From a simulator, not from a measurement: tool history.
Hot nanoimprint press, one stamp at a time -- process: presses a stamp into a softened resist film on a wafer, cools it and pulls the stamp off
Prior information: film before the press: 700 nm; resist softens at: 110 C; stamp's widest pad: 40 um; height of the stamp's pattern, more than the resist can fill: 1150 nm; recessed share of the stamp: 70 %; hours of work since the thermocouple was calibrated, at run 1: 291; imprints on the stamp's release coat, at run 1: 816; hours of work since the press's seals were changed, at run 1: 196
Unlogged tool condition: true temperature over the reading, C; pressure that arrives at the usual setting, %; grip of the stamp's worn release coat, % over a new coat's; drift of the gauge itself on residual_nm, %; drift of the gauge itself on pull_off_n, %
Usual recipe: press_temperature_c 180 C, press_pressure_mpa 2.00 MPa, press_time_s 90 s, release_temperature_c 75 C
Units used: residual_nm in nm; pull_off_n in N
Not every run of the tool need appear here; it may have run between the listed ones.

run	hour	press_temperature_c	press_pressure_mpa	press_time_s	release_temperature_c	hours of work since the thermocouple was calibrated	imprints on the stamp's release coat	hours of work since the press's seals were changed	residual_nm	pull_off_n
1	0.0	180	2.00	90	75	291	816	196	267.2	225
2	11.3	180	2.00	90	75	299	872	203	265.2	225
3	22.7	180	2.00	90	75	306	929	210	265.1	235
4	29.4	180	2.00	90	75	310	962	214	270.7	224
# hour 35.2: plate thermocouple calibrated
5	40.9	180	2.00	70	75	4	1004	220	294.5	231
6	49.6	180	2.00	70	75	9	1047	225	293.8	229
7	58.8	180	2.00	70	75	15	1093	231	292.8	224
8	65.2	175	2.00	152	75	19	1125	235	289.3	223
9	75.5	175	2.00	152	75	26	1176	242	292.0	230
# hour 87.5: stamp cleaned and given a new release coat
10	89.8	168	1.21	90	63	31	11	247	568.7	307
11	95.8	168	1.21	90	63	35	41	251	570.2	319
12	105.9	184	2.14	133	67	41	91	258	180.0	276
13	117.7	184	2.14	133	67	49	150	265	181.5	277
# hour 124.8: gauge calibrated
14	130.0	186	2.00	90	75	57	210	273	192.3	225

Below, some changes in residual_nm between adjacent runs. For each, the amount present without the hidden state too (settings, incoming material, random variation) and the amount remaining for the hidden state with gauge scatter not shared by both compared results:
Run 11 -> 12: press_temperature_c 168 -> 184, press_pressure_mpa 1.21 -> 2.14, press_time_s 90 -> 133, release_temperature_c 63 -> 67. residual_nm -390.2 nm: hidden state -7.7, all else -382.5.
